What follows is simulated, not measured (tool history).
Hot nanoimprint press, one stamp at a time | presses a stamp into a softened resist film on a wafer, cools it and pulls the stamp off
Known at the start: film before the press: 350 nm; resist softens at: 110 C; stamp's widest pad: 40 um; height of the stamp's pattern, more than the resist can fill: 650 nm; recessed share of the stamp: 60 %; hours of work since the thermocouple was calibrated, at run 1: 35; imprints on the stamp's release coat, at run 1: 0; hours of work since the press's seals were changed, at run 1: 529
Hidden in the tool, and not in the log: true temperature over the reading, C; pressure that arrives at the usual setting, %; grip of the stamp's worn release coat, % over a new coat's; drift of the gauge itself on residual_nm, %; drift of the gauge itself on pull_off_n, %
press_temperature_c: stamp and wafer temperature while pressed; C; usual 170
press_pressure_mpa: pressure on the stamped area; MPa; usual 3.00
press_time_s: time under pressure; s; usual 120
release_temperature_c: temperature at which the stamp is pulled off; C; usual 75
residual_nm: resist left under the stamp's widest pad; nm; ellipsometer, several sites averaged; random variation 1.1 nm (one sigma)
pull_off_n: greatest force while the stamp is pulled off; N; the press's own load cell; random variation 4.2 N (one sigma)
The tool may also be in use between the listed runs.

run   hour  press_temperature_c  press_pressure_mpa  press_time_s  release_temperature_c  hours of work since the thermocouple was calibrated  imprints on the stamp's release coat  hours of work since the press's seals were changed  residual_nm  pull_off_n
  1    0.0                  170                3.00           120                     75                                                   35                                     0                                                 529        172.6         220
  2   22.3                  170                3.00           120                     75                                                   49                                    61                                                 543        173.2         211
  3   47.8                  170                3.00           120                     68                                                   65                                   132                                                 559        170.9         263
  4   73.6                  170                3.00           120                     75                                                   82                                   203                                                 576        172.5         220
  5   93.9                  170                3.00           120                     75                                                   95                                   259                                                 589        171.3         224
  6  117.7                  170                3.00           120                     75                                                  110                                   324                                                 604        173.7         222
  7  142.2                  170                3.00           120                     79                                                  126                                   391                                                 620        173.2         193
  8  185.2                  170                3.00           156                     75                                                  153                                   509                                                 647        155.9         214
  9  230.4                  170                3.00           120                     75                                                  182                                   634                                                 676        172.3         223
 10  269.6                  170                3.00           120                     75                                                  207                                   742                                                 701        172.3         218
     309.2  -- stamp cleaned and given a new release coat
 11  309.2                  170                3.00           120                     75                                                  229                                     0                                                 723        171.2         218
 12  335.4                  170                3.00           120                     75                                                  246                                    72                                                 740        172.2         223
 13  377.7                  170                3.00           112                     75                                                  273                                   188                                                 767        175.3         221
 14  416.8                  170                3.00           112                     75                                                  298                                   296                                                 792        175.5         225
 15  444.8                  170                3.00           120                     75                                                  316                                   373                                                 810        169.6         225
 16  468.6                  166                3.00           120                     61                                                  331                                   438                                                 825        208.7         290
 17  504.2                  174                3.00           185                     62                                                  354                                   536                                                 848        117.5         292
 18  537.8                  160                2.52            84                     82                                                  375                                   629                                                 869        298.0         177
 19  576.1                  160                2.52            84                     82                                                  400                                   734                                                 894        297.7         197
 20  595.3                  170                3.00           120                     75                                                  412                                   787                                                 906        170.9         230
     620.6  -- stamp cleaned and given a new release coat
 21  624.5                  171                3.00           120                     75                                                  427                                    11                                                 921        163.4         221
 22  665.2                  170                3.00            98                     62                                                  453                                   122                                                 947        186.3         290
 23  690.1                  170                3.00            98                     62                                                  469                                   191                                                 963        184.7         289
 24  718.2                  170                3.00            98                     62                                                  487                                   268                                                 981        183.5         285
 25  739.5                  170                3.36            98                     62                                                  501                                   327                                                 995        175.8         293
 26  771.1                  170                3.36            98                     62                                                  521                                   414                                                1015        176.2         300
 27  811.4                  170                4.22           120                     75                                                  547                                   525                                                1041        146.7         220
 28  839.5                  170                4.22           120                     75                                                  565                                   602                                                1059        147.2         222
     861.1  -- plate thermocouple calibrated
 29  879.7                  170                4.22           120                     75                                                   12                                   704                                                1082        146.2         215
 30  913.9                  175                1.82            76                     81                                                   34                                   798                                                1104        195.0         184

Forecast each of these 3 alternatives for the next run:
     932.1  -- stamp cleaned and given a new release coat
  A  953.6                  175                3.38            76                     81                                                   55                                    59                                                1126            ?           ?
     932.1  -- stamp cleaned and given a new release coat
  B  953.6                  170                2.67           120                     75                                                   55                                    59                                                1126            ?           ?
     932.1  -- stamp cleaned and given a new release coat
  C  953.6                  170                3.80           120                     76                                                   55                                    59                                                1126            ?           ?

run  residual_nm  pull_off_n
  A        149.8         191
  B        179.8         229
  C        154.6         216
Without the tool's hidden state the same runs would have given:
run  residual_nm  pull_off_n
  A        149.6         191
  B        179.6         229
  C        154.3         216

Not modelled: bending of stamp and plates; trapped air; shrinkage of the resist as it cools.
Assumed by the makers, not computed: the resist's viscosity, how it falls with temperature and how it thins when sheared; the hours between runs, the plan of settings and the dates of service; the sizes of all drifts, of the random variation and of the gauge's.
